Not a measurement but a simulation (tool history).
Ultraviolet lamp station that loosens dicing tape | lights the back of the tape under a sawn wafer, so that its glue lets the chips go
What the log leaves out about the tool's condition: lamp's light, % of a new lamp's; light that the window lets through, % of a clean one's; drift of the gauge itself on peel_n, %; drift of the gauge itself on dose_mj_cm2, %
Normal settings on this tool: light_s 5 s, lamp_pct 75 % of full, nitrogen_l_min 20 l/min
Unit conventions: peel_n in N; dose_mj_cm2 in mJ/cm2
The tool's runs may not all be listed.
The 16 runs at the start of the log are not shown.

run,day,light_s,lamp_pct,nitrogen_l_min,hours of work of the lamp,hours of work since the window was cleaned,peel_n,dose_mj_cm2
17,50.417,2,75,20,334,334,1.638,108
18,53.075,2,75,20,372,372,1.603,110
19,55.833,2,75,20,412,412,1.629,107
20,58.062,3,75,20,444,444,0.803,168
21,60.771,3,75,20,483,483,0.789,166
22,62.450,3,75,20,507,507,0.812,167
# day 65.938: window cleaned of glue's vapour
23,66.575,5,67,26,566,9,0.287,246
24,69.396,3,85,20,606,50,0.589,187
25,71.533,3,85,12,637,80,0.849,185
26,74.621,4,78,29,681,125,0.324,224
27,77.304,4,78,29,720,163,0.331,226
28,80.796,5,69,7,770,213,0.655,249
29,83.442,6,90,7,808,251,0.233,397
30,86.750,6,90,7,855,298,0.251,389
31,90.325,7,67,15,906,350,0.194,339
32,92.308,4,75,28,935,378,0.363,218
33,95.154,7,75,13,976,419,0.168,385
34,98.125,3,75,20,1018,462,0.826,166
35,102.175,3,75,20,1076,520,0.772,166
# day 104.908: window cleaned of glue's vapour
36,105.088,4,75,20,1118,3,0.426,215
# day 106.608: lamp changed
37,107.392,4,60,9,11,35,1.127,178
38,109.596,5,73,11,43,67,0.429,262
39,111.679,5,73,17,73,97,0.305,269
40,114.908,5,73,17,119,143,0.297,270
41,117.079,3,63,20,150,174,1.070,137

What if the next run were any one of these 5? Each begins from the tool's condition after run 41:
A,119.496,5,75,22,185,209,?,?
B,119.496,3,88,20,185,209,?,?
C,119.496,7,64,29,185,209,?,?
D,119.496,6,92,8,185,209,?,?
E,119.496,7,63,20,185,209,?,?

run,peel_n,dose_mj_cm2
A,0.246,269
B,0.568,191
C,0.151,327
D,0.228,404
E,0.181,323
Had the tool no hidden state, the same runs would have come out as:
run,peel_n,dose_mj_cm2
A,0.245,270
B,0.567,191
C,0.151,328
D,0.228,404
E,0.180,323

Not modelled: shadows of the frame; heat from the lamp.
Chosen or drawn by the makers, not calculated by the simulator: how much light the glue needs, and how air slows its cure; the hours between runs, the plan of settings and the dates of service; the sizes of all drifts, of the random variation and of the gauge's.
